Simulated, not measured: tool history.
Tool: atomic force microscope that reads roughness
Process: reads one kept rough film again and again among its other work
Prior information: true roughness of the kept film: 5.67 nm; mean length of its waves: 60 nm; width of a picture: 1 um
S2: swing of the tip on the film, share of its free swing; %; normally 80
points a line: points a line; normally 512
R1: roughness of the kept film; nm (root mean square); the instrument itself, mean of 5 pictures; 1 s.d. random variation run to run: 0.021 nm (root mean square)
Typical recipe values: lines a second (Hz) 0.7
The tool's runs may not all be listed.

{"run": 1, "day": 0.0, "lines a second (Hz)": 0.7, "S2": 80, "points a line": 512, "R1": 5.067}
{"day": 0.592, "done": "new tip fitted"}
{"run": 2, "day": 2.171, "lines a second (Hz)": 0.7, "S2": 80, "points a line": 512, "R1": 5.084}
{"run": 3, "day": 3.279, "lines a second (Hz)": 0.7, "S2": 80, "points a line": 580, "R1": 5.084}
{"day": 3.8, "done": "new tip fitted"}
{"run": 4, "day": 4.442, "lines a second (Hz)": 0.7, "S2": 80, "points a line": 580, "R1": 5.111}
{"run": 5, "day": 6.804, "lines a second (Hz)": 0.7, "S2": 80, "points a line": 580, "R1": 5.059}
{"day": 7.017, "done": "new tip fitted"}
{"run": 6, "day": 8.433, "lines a second (Hz)": 0.7, "S2": 80, "points a line": 580, "R1": 5.1}
{"day": 10.058, "done": "new tip fitted"}
{"run": 7, "day": 10.246, "lines a second (Hz)": 0.7, "S2": 80, "points a line": 580, "R1": 5.063}
{"run": 8, "day": 11.875, "lines a second (Hz)": 0.7, "S2": 80, "points a line": 580, "R1": 5.069}
{"day": 13.15, "done": "new tip fitted"}
{"run": 9, "day": 13.946, "lines a second (Hz)": 0.7, "S2": 80, "points a line": 580, "R1": 5.058}
{"day": 16.238, "done": "new tip fitted"}
{"run": 10, "day": 16.667, "lines a second (Hz)": 0.7, "S2": 80, "points a line": 580, "R1": 5.129}
{"run": 11, "day": 17.867, "lines a second (Hz)": 0.7, "S2": 80, "points a line": 580, "R1": 5.094}
{"run": 12, "day": 19.125, "lines a second (Hz)": 0.7, "S2": 80, "points a line": 580, "R1": 5.089}
{"day": 19.267, "done": "new tip fitted"}
{"run": 13, "day": 21.125, "lines a second (Hz)": 0.7, "S2": 80, "points a line": 512, "R1": 5.098}
{"day": 22.417, "done": "new tip fitted"}
{"run": 14, "day": 22.679, "lines a second (Hz)": 0.7, "S2": 80, "points a line": 512, "R1": 5.115}
{"run": 15, "day": 24.717, "lines a second (Hz)": 0.7, "S2": 80, "points a line": 558, "R1": 5.061}
{"day": 25.6, "done": "new tip fitted"}
{"run": 16, "day": 25.967, "lines a second (Hz)": 0.7, "S2": 80, "points a line": 558, "R1": 5.116}
{"day": 28.658, "done": "new tip fitted"}
{"run": 17, "day": 28.658, "lines a second (Hz)": 0.7, "S2": 80, "points a line": 558, "R1": 5.082}
{"run": 18, "day": 30.221, "lines a second (Hz)": 0.7, "S2": 80, "points a line": 558, "R1": 5.128}
{"day": 31.788, "done": "new tip fitted"}
{"run": 19, "day": 32.025, "lines a second (Hz)": 0.7, "S2": 80, "points a line": 558, "R1": 5.119}
{"run": 20, "day": 33.3, "lines a second (Hz)": 0.7, "S2": 80, "points a line": 558, "R1": 5.083}
{"day": 34.958, "done": "new tip fitted"}
{"run": 21, "day": 35.358, "lines a second (Hz)": 0.7, "S2": 80, "points a line": 552, "R1": 5.106}
{"run": 22, "day": 36.646, "lines a second (Hz)": 0.7, "S2": 80, "points a line": 512, "R1": 5.087}
{"day": 38.162, "done": "new tip fitted"}
{"run": 23, "day": 39.308, "lines a second (Hz)": 0.7, "S2": 80, "points a line": 512, "R1": 5.084}
{"day": 41.208, "done": "new tip fitted"}
{"run": 24, "day": 41.208, "lines a second (Hz)": 0.7, "S2": 80, "points a line": 512, "R1": 5.069}
{"run": 25, "day": 42.508, "lines a second (Hz)": 0.7, "S2": 80, "points a line": 512, "R1": 5.076}
{"run": 26, "day": 43.858, "lines a second (Hz)": 0.7, "S2": 80, "points a line": 512, "R1": 5.093}
{"day": 44.317, "done": "new tip fitted"}
{"run": 27, "day": 45.338, "lines a second (Hz)": 0.7, "S2": 76, "points a line": 557, "R1": 5.188}
{"day": 45.542, "done": "height scale calibrated on a step standard"}
{"run": 28, "day": 46.938, "lines a second (Hz)": 0.7, "S2": 76, "points a line": 557, "R1": 5.169}
{"day": 47.479, "done": "new tip fitted"}
{"run": 29, "day": 49.304, "lines a second (Hz)": 0.852, "S2": 63, "points a line": 557, "R1": 5.267}
{"day": 50.546, "done": "new tip fitted"}
{"run": 30, "day": 51.208, "lines a second (Hz)": 0.852, "S2": 63, "points a line": 557, "R1": 5.31}
{"day": 53.588, "done": "new tip fitted"}
{"run": 31, "day": 53.588, "lines a second (Hz)": 0.852, "S2": 63, "points a line": 557, "R1": 5.308}
{"run": 32, "day": 54.704, "lines a second (Hz)": 3.163, "S2": 85, "points a line": 480, "R1": 3.787}
{"run": 33, "day": 56.212, "lines a second (Hz)": 3.163, "S2": 85, "points a line": 480, "R1": 3.785}
{"day": 56.679, "done": "new tip fitted"}
{"run": 34, "day": 58.546, "lines a second (Hz)": 0.7, "S2": 67, "points a line": 468, "R1": 5.311}
{"day": 59.792, "done": "new tip fitted"}
{"run": 35, "day": 60.267, "lines a second (Hz)": 0.7, "S2": 70, "points a line": 468, "R1": 5.24}
{"day": 62.879, "done": "new tip fitted"}
{"run": 36, "day": 62.996, "lines a second (Hz)": 0.897, "S2": 89, "points a line": 474, "R1": 4.786}
{"run": 37, "day": 64.892, "lines a second (Hz)": 0.897, "S2": 89, "points a line": 474, "R1": 4.749}
{"day": 66.017, "done": "new tip fitted"}
{"run": 38, "day": 67.429, "lines a second (Hz)": 0.897, "S2": 89, "points a line": 474, "R1": 4.773}
{"run": 39, "day": 68.804, "lines a second (Hz)": 0.7, "S2": 61, "points a line": 512, "R1": 5.321}
{"day": 69.246, "done": "new tip fitted"}
{"run": 40, "day": 71.504, "lines a second (Hz)": 0.7, "S2": 60, "points a line": 736, "R1": 5.325}
{"day": 72.312, "done": "new tip fitted"}
{"run": 41, "day": 74.042, "lines a second (Hz)": 0.7, "S2": 86, "points a line": 512, "R1": 5.036}
{"day": 75.408, "done": "new tip fitted"}
{"run": 42, "day": 75.617, "lines a second (Hz)": 0.7, "S2": 80, "points a line": 865, "R1": 5.063}
{"run": 43, "day": 76.725, "lines a second (Hz)": 1.993, "S2": 75, "points a line": 611, "R1": 4.669}
{"day": 78.6, "done": "new tip fitted"}
{"run": 44, "day": 79.238, "lines a second (Hz)": 1.443, "S2": 83, "points a line": 774, "R1": 4.611}
{"run": 45, "day": 80.717, "lines a second (Hz)": 0.709, "S2": 80, "points a line": 352, "R1": 5.065}
{"day": 81.683, "done": "new tip fitted"}
{"run": 46, "day": 82.546, "lines a second (Hz)": 0.709, "S2": 80, "points a line": 352, "R1": 5.079}
{"run": 47, "day": 84.438, "lines a second (Hz)": 0.709, "S2": 80, "points a line": 352, "R1": 5.078}
{"day": 84.821, "done": "new tip fitted"}
{"run": 48, "day": 85.704, "lines a second (Hz)": 0.709, "S2": 80, "points a line": 352, "R1": 5.107}
{"run": 49, "day": 86.858, "lines a second (Hz)": 0.944, "S2": 83, "points a line": 899, "R1": 4.909}
{"day": 87.871, "done": "new tip fitted"}
{"run": 50, "day": 88.192, "lines a second (Hz)": 0.509, "S2": 80, "points a line": 822, "R1": 5.241}

5 options for the next run, each taken on its own from the tool as it stands now. Forecast them:
{"run": "A", "day": 89.875, "lines a second (Hz)": 0.531, "S2": 63, "points a line": 822, "R1": "?"}
{"run": "B", "day": 89.875, "lines a second (Hz)": 0.7, "S2": 80, "points a line": 268, "R1": "?"}
{"run": "C", "day": 89.875, "lines a second (Hz)": 2.933, "S2": 59, "points a line": 364, "R1": "?"}
{"run": "D", "day": 89.875, "lines a second (Hz)": 0.509, "S2": 67, "points a line": 328, "R1": "?"}
{"run": "E", "day": 89.875, "lines a second (Hz)": 3.457, "S2": 65, "points a line": 268, "R1": "?"}

run=A R1=5.348
run=B R1=5.049
run=C R1=5.034
run=D R1=5.34
run=E R1=4.689
What these runs would have given with no unlogged condition in the tool:
run=A R1=5.352
run=B R1=5.052
run=C R1=5.038
run=D R1=5.343
run=E R1=4.692
